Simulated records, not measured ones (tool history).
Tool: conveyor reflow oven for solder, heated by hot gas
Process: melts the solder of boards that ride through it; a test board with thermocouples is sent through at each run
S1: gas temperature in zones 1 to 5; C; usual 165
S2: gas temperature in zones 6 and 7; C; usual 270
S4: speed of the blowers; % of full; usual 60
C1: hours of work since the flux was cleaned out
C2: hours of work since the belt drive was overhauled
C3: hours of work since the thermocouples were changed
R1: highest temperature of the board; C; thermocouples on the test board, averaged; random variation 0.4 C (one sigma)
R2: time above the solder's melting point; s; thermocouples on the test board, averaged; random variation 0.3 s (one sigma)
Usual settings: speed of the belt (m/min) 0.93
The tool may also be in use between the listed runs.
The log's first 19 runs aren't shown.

Run 20, day 10.129: usual settings but S1 172 C, S2 282 C, speed of the belt (m/min) 0.941, S4 56 % of full; C1 170; C2 28; C3 448. Result: R1 254.3 C, R2 38.2 s.
Run 21, day 10.512: usual settings but S1 172 C, S2 282 C, speed of the belt (m/min) 0.906, S4 56 % of full; C1 176; C2 35; C3 455. Result: R1 256.4 C, R2 40.9 s.
Run 22, day 10.867: usual settings but S1 172 C, S2 282 C, speed of the belt (m/min) 0.906, S4 56 % of full; C1 182; C2 41; C3 461. Result: R1 257.1 C, R2 40.4 s.
At day 11.112: flux residue cleaned out of gas plates and filters.
Run 23, day 11.488: usual settings but S1 172 C, S2 282 C, speed of the belt (m/min) 0.906, S4 56 % of full; C1 6; C2 48; C3 468. Result: R1 256 C, R2 39.8 s.
Run 24, day 12.171: usual settings but S1 172 C, S2 268 C, speed of the belt (m/min) 0.79, S4 79 % of full; C1 18; C2 59; C3 479. Result: R1 254.9 C, R2 46.4 s.
Run 25, day 12.729: usual settings but S1 172 C, S2 268 C, speed of the belt (m/min) 0.79, S4 54 % of full; C1 27; C2 69; C3 489. Result: R1 249.3 C, R2 42.5 s.
Run 26, day 13.212: usual settings but S1 155 C; C1 35; C2 77; C3 497. Result: R1 242.6 C, R2 27.1 s.
At day 13.483: flux residue cleaned out of gas plates and filters, once more.
Run 27, day 14.138: usual settings but S1 155 C; C1 11; C2 89; C3 509. Result: R1 245.5 C, R2 29.6 s.
Run 28, day 14.85: usual settings but S1 155 C; C1 23; C2 101; C3 521. Result: R1 245 C, R2 29.4 s.
Run 29, day 15.288: usual settings but S1 155 C, S2 278 C, S4 86 % of full; C1 30; C2 108; C3 528. Result: R1 258.8 C, R2 37.2 s.
Run 30, day 15.754: usual settings but S1 155 C, S2 278 C, S4 86 % of full; C1 38; C2 116; C3 536. Result: R1 259 C, R2 37.9 s.
Run 31, day 16.146: usual settings but S1 161 C, S2 278 C, S4 86 % of full; C1 45; C2 123; C3 543. Result: R1 260.5 C, R2 39.4 s.
Run 32, day 16.588: usual settings but S1 161 C, S2 278 C, S4 86 % of full; C1 52; C2 130; C3 550. Result: R1 259.7 C, R2 40 s.

Forecast each of these 3 alternatives for the next run:
Run A, day 16.892: usual settings but S1 161 C, S2 275 C, S4 86 % of full; C1 58; C2 135; C3 555. Result: R1 ?, R2 ?.
Run B, day 16.892: usual settings but S1 161 C, S2 278 C, speed of the belt (m/min) 0.766, S4 86 % of full; C1 58; C2 135; C3 555. Result: R1 ?, R2 ?.
Run C, day 16.892: usual settings but S1 161 C, S2 278 C, speed of the belt (m/min) 1.076, S4 89 % of full; C1 58; C2 135; C3 555. Result: R1 ?, R2 ?.

run     R1    R2
  A    257  38.6
  B  267.2  51.3
  C  255.1  31.2
Without the tool's hidden state the same runs would have given:
run     R1    R2
  A  257.3  38.7
  B  267.4  51.3
  C  255.5  31.3
